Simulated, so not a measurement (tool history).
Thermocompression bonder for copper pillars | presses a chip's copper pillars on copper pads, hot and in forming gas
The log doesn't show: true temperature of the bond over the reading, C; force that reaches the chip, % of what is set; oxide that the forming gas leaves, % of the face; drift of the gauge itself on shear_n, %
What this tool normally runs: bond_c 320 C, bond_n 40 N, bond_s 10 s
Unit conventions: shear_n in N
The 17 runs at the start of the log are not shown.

run     day  bond_c  bond_n  bond_s  hours of work since the heater was calibrated  hours of work since the force cell was calibrated  hours of work since the gas filter was changed  shear_n
 18   5.529     320      40      21                                            459                                                159                                              82     54.8
 19   5.850     320      47      16                                            463                                                162                                              85     56.5
 20   6.196     295      40      17                                            467                                                166                                              90     41.0
 21   6.404     317      25      15                                            470                                                169                                              92     33.6
 22   6.904     293      32      15                                            475                                                175                                              98     31.9
 23   7.204     293      32      15                                            479                                                178                                             101     32.1
 24   7.508     293      32      15                                            482                                                182                                             105     31.9
 25   7.892     304      37      23                                            487                                                186                                             109     47.1
      7.950  -- gauge calibrated
 26   8.221     294      49      26                                            491                                                190                                             113     52.7
 27   8.621     320      40      13                                            495                                                194                                             118     46.8
 28   8.871     308      52      10                                            498                                                197                                             121     46.7
 29   9.308     293      40      10                                            503                                                202                                             126     32.4
 30   9.667     293      40      10                                            508                                                207                                             130     32.4
 31   9.996     293      27       8                                            511                                                210                                             134     20.7
 32  10.404     297      40       9                                            516                                                215                                             138     32.7
 33  10.667     300      26      27                                            519                                                218                                             141     35.5
 34  10.975     300      26      27                                            523                                                222                                             145     35.7

What if the next run were any one of these 3? Each begins from the tool's condition after run 34:
  A  11.446     309      26      27                                            528                                                227                                             151        ?
  B  11.446     343      31       8                                            528                                                227                                             151        ?
  C  11.446     347      31       6                                            528                                                227                                             151        ?

run  shear_n
  A     39.4
  B     40.8
  C     38.2
The same runs, with their run-to-run variation unchanged, on a tool lacking any hidden condition would have given:
run  shear_n
  A     38.9
  B     40.2
  C     37.6
